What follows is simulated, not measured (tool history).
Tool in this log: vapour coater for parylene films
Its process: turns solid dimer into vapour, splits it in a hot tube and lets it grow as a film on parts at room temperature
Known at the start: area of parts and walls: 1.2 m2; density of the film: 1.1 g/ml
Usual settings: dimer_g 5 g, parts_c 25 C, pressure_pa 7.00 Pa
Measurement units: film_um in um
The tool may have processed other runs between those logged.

run 1 day=0.000 | dimer_g=5 parts_c=25 pressure_pa=7.00 | film_um=1.88
run 2 day=1.333 | dimer_g=3 parts_c=25 pressure_pa=7.00 | film_um=1.16
run 3 day=3.054 | dimer_g=5 parts_c=25 pressure_pa=7.00 | film_um=1.88
run 4 day=4.375 | dimer_g=5 parts_c=25 pressure_pa=7.00 | film_um=1.93
run 5 day=6.146 | dimer_g=5 parts_c=25 pressure_pa=7.00 | film_um=1.89
run 6 day=9.171 | dimer_g=5 parts_c=25 pressure_pa=7.00 | film_um=1.91
run 7 day=10.479 | dimer_g=5 parts_c=22 pressure_pa=7.00 | film_um=2.00
run 8 day=12.354 | dimer_g=5 parts_c=22 pressure_pa=7.00 | film_um=2.00
run 9 day=13.696 | dimer_g=5 parts_c=22 pressure_pa=7.00 | film_um=2.01
-- day=14.696 trap's valve overhauled
run 10 day=16.492 | dimer_g=5 parts_c=22 pressure_pa=7.00 | film_um=2.14
run 11 day=18.442 | dimer_g=5 parts_c=22 pressure_pa=7.00 | film_um=2.18
run 12 day=21.012 | dimer_g=5 parts_c=25 pressure_pa=7.00 | film_um=2.00
run 13 day=23.233 | dimer_g=5 parts_c=25 pressure_pa=2.79 | film_um=2.18
run 14 day=25.912 | dimer_g=5 parts_c=34 pressure_pa=2.79 | film_um=1.77
run 15 day=29.025 | dimer_g=5 parts_c=25 pressure_pa=7.00 | film_um=1.95
run 16 day=31.088 | dimer_g=5 parts_c=25 pressure_pa=7.00 | film_um=1.95
run 17 day=32.438 | dimer_g=5 parts_c=28 pressure_pa=7.00 | film_um=1.78
run 18 day=33.858 | dimer_g=5 parts_c=25 pressure_pa=7.00 | film_um=1.93
run 19 day=36.342 | dimer_g=4 parts_c=25 pressure_pa=7.00 | film_um=1.55
run 20 day=39.054 | dimer_g=3 parts_c=20 pressure_pa=7.19 | film_um=1.29
run 21 day=41.442 | dimer_g=2 parts_c=34 pressure_pa=8.93 | film_um=0.56
run 22 day=43.796 | dimer_g=4 parts_c=27 pressure_pa=9.70 | film_um=1.38
run 23 day=45.538 | dimer_g=4 parts_c=27 pressure_pa=9.70 | film_um=1.39
run 24 day=47.850 | dimer_g=5 parts_c=21 pressure_pa=7.00 | film_um=2.12
run 25 day=49.183 | dimer_g=5 parts_c=21 pressure_pa=7.00 | film_um=2.08
run 26 day=51.054 | dimer_g=5 parts_c=21 pressure_pa=3.63 | film_um=2.23
run 27 day=53.412 | dimer_g=5 parts_c=30 pressure_pa=6.80 | film_um=1.62
run 28 day=56.104 | dimer_g=4 parts_c=21 pressure_pa=3.68 | film_um=1.73
-- day=56.504 trap's valve overhauled
run 29 day=57.804 | dimer_g=8 parts_c=21 pressure_pa=2.11 | film_um=4.03
run 30 day=59.808 | dimer_g=5 parts_c=36 pressure_pa=2.11 | film_um=1.72
run 31 day=62.088 | dimer_g=6 parts_c=25 pressure_pa=8.70 | film_um=2.35
run 32 day=64.129 | dimer_g=6 parts_c=25 pressure_pa=8.70 | film_um=2.32
run 33 day=67.275 | dimer_g=7 parts_c=25 pressure_pa=3.05 | film_um=2.97
run 34 day=69.225 | dimer_g=7 parts_c=25 pressure_pa=3.05 | film_um=2.98

For run 35, what comes out?
run 35 day=72.050 | dimer_g=5 parts_c=24 pressure_pa=2.94 | film_um=?

{"run 35": {"film_um": 2.19}}
The same run, on a tool lacking any hidden state, would have yielded film_um 2.32 um.
